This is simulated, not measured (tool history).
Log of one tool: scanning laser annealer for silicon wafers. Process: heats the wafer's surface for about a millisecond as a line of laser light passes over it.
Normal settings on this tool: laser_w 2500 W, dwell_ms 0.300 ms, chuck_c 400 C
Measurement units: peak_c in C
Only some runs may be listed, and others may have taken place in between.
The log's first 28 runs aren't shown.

| run | day | laser_w | dwell_ms | chuck_c | peak_c |
|---|---|---|---|---|---|
| 29 | 28.538 | 2259 | 0.344 | 379 | 1118 |
| 30 | 29.925 | 2259 | 0.344 | 379 | 1120 |
| 31 | 30.662 | 2259 | 0.344 | 379 | 1119 |
| 32 | 32.012 | 2183 | 0.308 | 392 | 1065 |
| 33 | 32.833 | 2183 | 0.308 | 392 | 1062 |
| 34 | 34.075 | 2438 | 0.296 | 366 | 1127 |
| 35 | 35.000 | 2438 | 0.296 | 366 | 1124 |
| 36 | 36.196 | 2438 | 0.272 | 365 | 1093 |
| 37 | 37.467 | 2186 | 0.272 | 365 | 994 |
| 38 | 38.879 | 2186 | 0.254 | 424 | 1029 |
|  | 39.100 | window over the wafer cleaned |
| 39 | 39.617 | 2168 | 0.346 | 400 | 1117 |
| 40 | 40.267 | 2500 | 0.313 | 400 | 1221 |
| 41 | 40.958 | 2582 | 0.212 | 418 | 1129 |
| 42 | 41.817 | 2455 | 0.222 | 372 | 1048 |

Here are 3 independent what-if runs from the current tool condition. What would each one return?
| A | 42.775 | 2669 | 0.300 | 400 | ? |
| B | 42.775 | 2455 | 0.241 | 372 | ? |
| C | 42.775 | 2455 | 0.324 | 420 | ? |

| run | peak_c |
|---|---|
| A | 1279 |
| B | 1080 |
| C | 1233 |
Take away the tool's hidden state, keep each run's random variation, and the runs would have read:
| run | peak_c |
|---|---|
| A | 1307 |
| B | 1103 |
| C | 1259 |
